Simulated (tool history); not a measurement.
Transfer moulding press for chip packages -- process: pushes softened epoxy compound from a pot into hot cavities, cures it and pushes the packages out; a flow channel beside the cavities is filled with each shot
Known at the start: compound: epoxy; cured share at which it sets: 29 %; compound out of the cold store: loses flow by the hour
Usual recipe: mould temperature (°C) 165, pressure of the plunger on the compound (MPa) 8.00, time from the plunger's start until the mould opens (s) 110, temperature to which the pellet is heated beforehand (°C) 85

run   hour  mould temperature (°C)  pressure of the plunger on the compound (MPa)  time from the plunger's start until the mould opens (s)  temperature to which the pellet is heated beforehand (°C)  incoming compound's hours out of the cold store  length that the compound runs in the flow channel (mm)  greatest force on the pins that push the packages out (N)
  1    0.0                     165                                           8.00                                                      110                                                         85                                             17.6                                                     753                                                        286
      28.2  -- cavities cleaned with cleaning compound and waxed
  2   38.8                     165                                           8.00                                                      110                                                         85                                             17.5                                                     746                                                        217
  3  108.3                     169                                           8.00                                                      110                                                         85                                             46.9                                                     624                                                        262
     148.9  -- cavities cleaned with cleaning compound and waxed
     166.4  -- plunger's sealing rings changed
  4  170.9                     169                                           8.00                                                      110                                                         85                                             17.9                                                     768                                                        204
  5  231.8                     165                                           8.00                                                      110                                                         83                                             12.3                                                     808                                                        276
     268.8  -- cavities cleaned with cleaning compound and waxed
  6  270.3                     165                                           8.00                                                      110                                                         83                                             32.6                                                     727                                                        205
  7  319.8                     165                                           8.00                                                      110                                                         83                                              9.1                                                     814                                                        258
     386.5  -- cavities cleaned with cleaning compound and waxed
  8  388.1                     165                                           8.00                                                      110                                                         85                                             19.7                                                     766                                                        210
  9  454.9                     159                                           8.00                                                      110                                                         85                                             11.4                                                     817                                                        372
     504.7  -- cavities cleaned with cleaning compound and waxed
 10  518.3                     165                                           8.67                                                      110                                                         85                                             28.8                                                     737                                                        225
 11  581.6                     169                                           7.88                                                      104                                                         86                                             36.9                                                     672                                                        267
     623.0  -- cavities cleaned with cleaning compound and waxed
 12  652.6                     165                                           8.82                                                      122                                                         82                                             19.5                                                     772                                                        235
 13  689.7                     165                                           8.00                                                       96                                                         84                                             24.0                                                     717                                                        333
 14  733.2                     169                                           8.00                                                      116                                                         89                                             17.6                                                     720                                                        265
     741.7  -- cavities cleaned with cleaning compound and waxed
     779.7  -- plunger's sealing rings changed
 15  794.1                     163                                           8.00                                                      110                                                         85                                             25.3                                                     774                                                        298
 16  834.8                     163                                           8.00                                                      110                                                         85                                             39.2                                                     705                                                        318

How would selected steps in length that the compound runs in the flow channel (mm) from run to run divide? Give the signed amount a tool lacking its hidden state would still show from settings, what came in and random variation, and the signed amount left for the hidden state, including any gauge scatter that is not in both of the compared results.
What the log doesn't record here: true mould temperature over the reading, C; pressure that reaches the compound, % of what is set; grip of the stained cavities, % over clean ones'; drift of the gauge itself on flow_mm, %; drift of the gauge itself on push_out_n, %.
Run 3 -> 4: cavities cleaned with cleaning compound and waxed, plunger's sealing rings changed. length that the compound runs in the flow channel (mm) +144: hidden state +46, all else +98.
Run 14 -> 15: mould temperature (°C) 169 -> 163, time from the plunger's start until the mould opens (s) 116 -> 110, temperature to which the pellet is heated beforehand (°C) 89 -> 85, cavities cleaned with cleaning compound and waxed, plunger's sealing rings changed. length that the compound runs in the flow channel (mm) +54: hidden state +54, all else +0.

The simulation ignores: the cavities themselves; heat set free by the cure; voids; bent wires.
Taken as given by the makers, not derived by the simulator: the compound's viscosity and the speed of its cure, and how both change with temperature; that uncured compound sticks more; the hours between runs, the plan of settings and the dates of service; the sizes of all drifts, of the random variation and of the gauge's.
